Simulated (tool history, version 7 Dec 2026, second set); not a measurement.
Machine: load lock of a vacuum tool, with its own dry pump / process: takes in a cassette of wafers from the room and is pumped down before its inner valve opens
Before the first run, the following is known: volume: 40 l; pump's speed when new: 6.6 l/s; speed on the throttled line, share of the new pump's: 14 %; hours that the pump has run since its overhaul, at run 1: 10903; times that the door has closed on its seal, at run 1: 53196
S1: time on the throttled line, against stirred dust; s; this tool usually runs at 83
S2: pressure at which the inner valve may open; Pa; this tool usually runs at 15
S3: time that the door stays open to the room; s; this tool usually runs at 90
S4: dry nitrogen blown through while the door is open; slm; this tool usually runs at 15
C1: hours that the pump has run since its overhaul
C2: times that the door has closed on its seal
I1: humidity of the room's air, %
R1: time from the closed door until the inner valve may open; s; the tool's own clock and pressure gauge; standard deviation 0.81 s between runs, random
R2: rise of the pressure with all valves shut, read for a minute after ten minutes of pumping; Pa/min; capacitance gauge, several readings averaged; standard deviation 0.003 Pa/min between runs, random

{"run": 1, "hour": 0.0, "S1": 83, "S2": 15, "S3": 90, "S4": 15, "C1": 10903, "C2": 53196, "I1": 44.8, "R1": 125, "R2": 0.031}
{"run": 2, "hour": 246.2, "S1": 83, "S2": 15, "S3": 90, "S4": 15, "C1": 11149, "C2": 54290, "I1": 44.5, "R1": 123.9, "R2": 0.036}
{"run": 3, "hour": 518.8, "S1": 83, "S2": 15, "S3": 90, "S4": 15, "C1": 11422, "C2": 55501, "I1": 47.6, "R1": 123.5, "R2": 0.043}
{"run": 4, "hour": 810.8, "S1": 83, "S2": 15, "S3": 90, "S4": 15, "C1": 11714, "C2": 56799, "I1": 46.6, "R1": 125.6, "R2": 0.033}
{"run": 5, "hour": 962.2, "S1": 69, "S2": 15, "S3": 90, "S4": 15, "C1": 11865, "C2": 57472, "I1": 44, "R1": 112.4, "R2": 0.041}
{"run": 6, "hour": 1143.2, "S1": 45, "S2": 15, "S3": 90, "S4": 15, "C1": 12046, "C2": 58276, "I1": 45, "R1": 91.6, "R2": 0.036}
{"run": 7, "hour": 1343.0, "S1": 128, "S2": 15, "S3": 90, "S4": 15, "C1": 12246, "C2": 59164, "I1": 44.2, "R1": 162.9, "R2": 0.033}
{"run": 8, "hour": 1489.7, "S1": 128, "S2": 15, "S3": 90, "S4": 15, "C1": 12393, "C2": 59816, "I1": 48.7, "R1": 163, "R2": 0.039}
{"run": 9, "hour": 1678.4, "S1": 128, "S2": 15, "S3": 90, "S4": 15, "C1": 12582, "C2": 60654, "I1": 40.6, "R1": 165.6, "R2": 0.032}
{"run": 10, "hour": 1931.0, "S1": 115, "S2": 15, "S3": 90, "S4": 15, "C1": 12834, "C2": 61777, "I1": 44.9, "R1": 152.8, "R2": 0.038}
{"run": 11, "hour": 2173.8, "S1": 66, "S2": 15, "S3": 90, "S4": 15, "C1": 13077, "C2": 62855, "I1": 43.6, "R1": 109.6, "R2": 0.037}
{"run": 12, "hour": 2408.1, "S1": 83, "S2": 15, "S3": 90, "S4": 15, "C1": 13311, "C2": 63897, "I1": 44.4, "R1": 124, "R2": 0.033}
{"run": 13, "hour": 2664.4, "S1": 83, "S2": 15, "S3": 90, "S4": 15, "C1": 13567, "C2": 65035, "I1": 42.3, "R1": 124.3, "R2": 0.031}
{"run": 14, "hour": 2980.0, "S1": 83, "S2": 15, "S3": 26, "S4": 15, "C1": 13883, "C2": 66438, "I1": 44.9, "R1": 123.7, "R2": 0.025}
{"hour": 3119.8, "done": "door's seal changed, seat wiped"}
{"run": 15, "hour": 3246.9, "S1": 83, "S2": 15, "S3": 26, "S4": 15, "C1": 14148, "C2": 565, "I1": 44.4, "R1": 123.9, "R2": 0.023}
{"run": 16, "hour": 3588.5, "S1": 83, "S2": 15, "S3": 26, "S4": 15, "C1": 14490, "C2": 2082, "I1": 43.7, "R1": 125.4, "R2": 0.026}
{"run": 17, "hour": 3929.7, "S1": 83, "S2": 15, "S3": 26, "S4": 15, "C1": 14831, "C2": 3599, "I1": 44.6, "R1": 124, "R2": 0.025}
{"run": 18, "hour": 4273.9, "S1": 83, "S2": 15, "S3": 26, "S4": 16, "C1": 15176, "C2": 5128, "I1": 42.9, "R1": 124.7, "R2": 0.022}
{"run": 19, "hour": 4453.8, "S1": 83, "S2": 15, "S3": 26, "S4": 16, "C1": 15355, "C2": 5927, "I1": 42.2, "R1": 123.9, "R2": 0.017}
{"run": 20, "hour": 4640.6, "S1": 115, "S2": 15, "S3": 26, "S4": 7, "C1": 15542, "C2": 6758, "I1": 45, "R1": 150.7, "R2": 0.035}
{"run": 21, "hour": 4912.6, "S1": 115, "S2": 15, "S3": 98, "S4": 7, "C1": 15814, "C2": 7966, "I1": 41.6, "R1": 152.1, "R2": 0.051}
{"run": 22, "hour": 5224.0, "S1": 115, "S2": 15, "S3": 98, "S4": 7, "C1": 16126, "C2": 9350, "I1": 43.9, "R1": 152.3, "R2": 0.046}
{"run": 23, "hour": 5429.1, "S1": 55, "S2": 24, "S3": 98, "S4": 7, "C1": 16331, "C2": 10261, "I1": 42.1, "R1": 97.9, "R2": 0.043}
{"run": 24, "hour": 5638.8, "S1": 90, "S2": 13, "S3": 115, "S4": 5, "C1": 16540, "C2": 11193, "I1": 46.2, "R1": 133.1, "R2": 0.06}
{"run": 25, "hour": 5835.6, "S1": 90, "S2": 13, "S3": 115, "S4": 5, "C1": 16737, "C2": 12067, "I1": 51.3, "R1": 130.2, "R2": 0.067}
{"run": 26, "hour": 6120.3, "S1": 90, "S2": 13, "S3": 115, "S4": 5, "C1": 17022, "C2": 13332, "I1": 45, "R1": 131.1, "R2": 0.062}
{"run": 27, "hour": 6385.9, "S1": 90, "S2": 13, "S3": 115, "S4": 5, "C1": 17287, "C2": 14512, "I1": 47.3, "R1": 132, "R2": 0.063}
{"run": 28, "hour": 6699.0, "S1": 90, "S2": 13, "S3": 115, "S4": 5, "C1": 17601, "C2": 15904, "I1": 43.6, "R1": 131.9, "R2": 0.056}
{"run": 29, "hour": 7038.9, "S1": 83, "S2": 19, "S3": 90, "S4": 15, "C1": 17941, "C2": 17414, "I1": 46.6, "R1": 123.9, "R2": 0.03}
{"run": 30, "hour": 7332.0, "S1": 52, "S2": 13, "S3": 53, "S4": 20, "C1": 18234, "C2": 18716, "I1": 45.5, "R1": 98.3, "R2": 0.021}
{"run": 31, "hour": 7671.6, "S1": 52, "S2": 13, "S3": 53, "S4": 20, "C1": 18573, "C2": 20225, "I1": 43.4, "R1": 98.9, "R2": 0.023}
{"run": 32, "hour": 7920.9, "S1": 57, "S2": 13, "S3": 53, "S4": 20, "C1": 18823, "C2": 21333, "I1": 45.5, "R1": 104.6, "R2": 0.031}
{"run": 33, "hour": 8259.1, "S1": 57, "S2": 13, "S3": 53, "S4": 20, "C1": 19161, "C2": 22836, "I1": 48.1, "R1": 102.9, "R2": 0.029}
{"run": 34, "hour": 8475.5, "S1": 48, "S2": 10, "S3": 224, "S4": 15, "C1": 19377, "C2": 23797, "I1": 48.8, "R1": 97.2, "R2": 0.051}
{"run": 35, "hour": 8629.1, "S1": 83, "S2": 15, "S3": 90, "S4": 35, "C1": 19531, "C2": 24480, "I1": 41.5, "R1": 123.9, "R2": 0.024}
{"run": 36, "hour": 8896.4, "S1": 134, "S2": 25, "S3": 151, "S4": 20, "C1": 19798, "C2": 25667, "I1": 46.3, "R1": 165.3, "R2": 0.033}
{"run": 37, "hour": 9219.7, "S1": 132, "S2": 25, "S3": 103, "S4": 20, "C1": 20121, "C2": 27104, "I1": 46.5, "R1": 164.7, "R2": 0.028}

Hidden state at the last listed run before each entry between runs and at the first one after, where it differs:
Logged between run 14 and run 15: door's seal changed, seat wiped (hour 3119.8)
  leak at the door's seal, Pa l/s: 0.0033 -> 0.002
